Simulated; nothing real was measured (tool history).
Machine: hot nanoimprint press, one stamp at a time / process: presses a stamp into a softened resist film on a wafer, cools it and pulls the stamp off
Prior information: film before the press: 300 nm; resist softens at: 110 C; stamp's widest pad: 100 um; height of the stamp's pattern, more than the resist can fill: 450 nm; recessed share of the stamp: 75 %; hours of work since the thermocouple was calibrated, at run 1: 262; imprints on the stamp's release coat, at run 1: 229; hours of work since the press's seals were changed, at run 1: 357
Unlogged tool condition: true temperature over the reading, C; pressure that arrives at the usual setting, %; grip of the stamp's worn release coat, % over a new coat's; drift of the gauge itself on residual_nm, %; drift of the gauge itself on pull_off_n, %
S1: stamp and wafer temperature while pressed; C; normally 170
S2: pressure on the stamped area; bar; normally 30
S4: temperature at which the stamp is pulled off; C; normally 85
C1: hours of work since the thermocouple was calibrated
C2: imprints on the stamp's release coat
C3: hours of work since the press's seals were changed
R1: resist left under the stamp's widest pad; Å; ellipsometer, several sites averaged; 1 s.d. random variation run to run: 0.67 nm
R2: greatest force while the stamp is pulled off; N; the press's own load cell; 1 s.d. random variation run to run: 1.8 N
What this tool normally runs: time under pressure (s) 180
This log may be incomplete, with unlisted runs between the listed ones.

Run 1, hour 0: usual settings; C1 262; C2 229; C3 357. Result: R1 1080 Å, R2 111 N.
Run 2, hour 21.5: usual settings but S2 27.6 bar; C1 274; C2 293; C3 369. Result: R1 1128 Å, R2 107 N.
Run 3, hour 42.6: usual settings; C1 286; C2 356; C3 381. Result: R1 1077 Å, R2 106 N.
Run 4, hour 60.1: usual settings but time under pressure (s) 125; C1 296; C2 408; C3 391. Result: R1 1204 Å, R2 107 N.
Run 5, hour 70.7: usual settings but time under pressure (s) 125; C1 302; C2 439; C3 397. Result: R1 1200 Å, R2 107 N.
Run 6, hour 88.8: usual settings but S1 162 C; C1 312; C2 493; C3 407. Result: R1 1443 Å, R2 106 N.
Run 7, hour 100.4: usual settings; C1 319; C2 527; C3 414. Result: R1 1072 Å, R2 107 N.
Run 8, hour 115.3: usual settings; C1 327; C2 571; C3 422. Result: R1 1074 Å, R2 108 N.
Run 9, hour 132.8: usual settings; C1 337; C2 623; C3 432. Result: R1 1058 Å, R2 109 N.
Run 10, hour 142.9: usual settings but S4 77 C; C1 343; C2 653; C3 438. Result: R1 1058 Å, R2 136 N.
Run 11, hour 156.9: usual settings but S4 90 C; C1 351; C2 695; C3 446. Result: R1 1071 Å, R2 93 N.
At hour 178.2: plate thermocouple calibrated.
Run 12, hour 179.4: usual settings but S4 90 C; C1 1; C2 753; C3 457. Result: R1 1095 Å, R2 98 N.
Run 13, hour 197.1: usual settings but S4 90 C; C1 11; C2 805; C3 467. Result: R1 1089 Å, R2 96 N.
Run 14, hour 216.3: usual settings but S1 179 C, time under pressure (s) 96, S4 73 C; C1 22; C2 862; C3 478. Result: R1 1000 Å, R2 161 N.
Run 15, hour 231: usual settings but S1 173 C, time under pressure (s) 96, S4 86 C; C1 30; C2 906; C3 486. Result: R1 1210 Å, R2 111 N.
Run 16, hour 252.1: usual settings but S1 173 C, time under pressure (s) 96, S4 74 C; C1 42; C2 969; C3 498. Result: R1 1219 Å, R2 151 N.
Run 17, hour 263.9: usual settings but S1 161 C, S2 30.1 bar, time under pressure (s) 314; C1 48; C2 1004; C3 505. Result: R1 1290 Å, R2 115 N.
Run 18, hour 274.3: usual settings but S1 174 C, time under pressure (s) 95, S4 81 C; C1 54; C2 1035; C3 510. Result: R1 1179 Å, R2 127 N.
Run 19, hour 293.2: usual settings but S1 174 C, time under pressure (s) 95, S4 81 C; C1 65; C2 1091; C3 521. Result: R1 1169 Å, R2 131 N.
Run 20, hour 302.1: usual settings but S1 174 C, time under pressure (s) 95, S4 81 C; C1 70; C2 1117; C3 526. Result: R1 1176 Å, R2 127 N.
Run 21, hour 321.2: usual settings but S1 174 C, time under pressure (s) 95, S4 81 C; C1 81; C2 1174; C3 537. Result: R1 1178 Å, R2 134 N.
Run 22, hour 338.1: usual settings but S2 37.8 bar; C1 90; C2 1224; C3 547. Result: R1 950 Å, R2 118 N.
Run 23, hour 349.2: usual settings but S2 21.6 bar, time under pressure (s) 269, S4 90 C; C1 97; C2 1257; C3 553. Result: R1 1149 Å, R2 100 N.
Run 24, hour 366.9: usual settings but S2 46.3 bar, S4 79 C; C1 107; C2 1310; C3 563. Result: R1 839 Å, R2 142 N.
Run 25, hour 385.2: usual settings but S2 46.3 bar, S4 79 C; C1 117; C2 1364; C3 573. Result: R1 833 Å, R2 138 N.

Branching from run 25: 4 alternative next runs. What would each branch give?
Run A, hour 394.7: usual settings but S1 167 C, S2 46.3 bar, time under pressure (s) 135, S4 79 C; C1 122; C2 1392; C3 579. Result: R1 ?, R2 ?.
Run B, hour 394.7: usual settings but S1 165 C; C1 122; C2 1392; C3 579. Result: R1 ?, R2 ?.
Run C, hour 394.7: usual settings but S1 171 C, S2 35.8 bar, time under pressure (s) 227; C1 122; C2 1392; C3 579. Result: R1 ?, R2 ?.
Run D, hour 394.7: usual settings but time under pressure (s) 106; C1 122; C2 1392; C3 579. Result: R1 ?, R2 ?.

run    R1   R2
  A  1037  138
  B  1301  119
  C   875  120
  D  1292  118
The same runs, with their run-to-run variation unchanged, on a tool lacking any hidden condition would have given:
run    R1   R2
  A  1042  125
  B  1315  108
  C   881  109
  D  1303  107
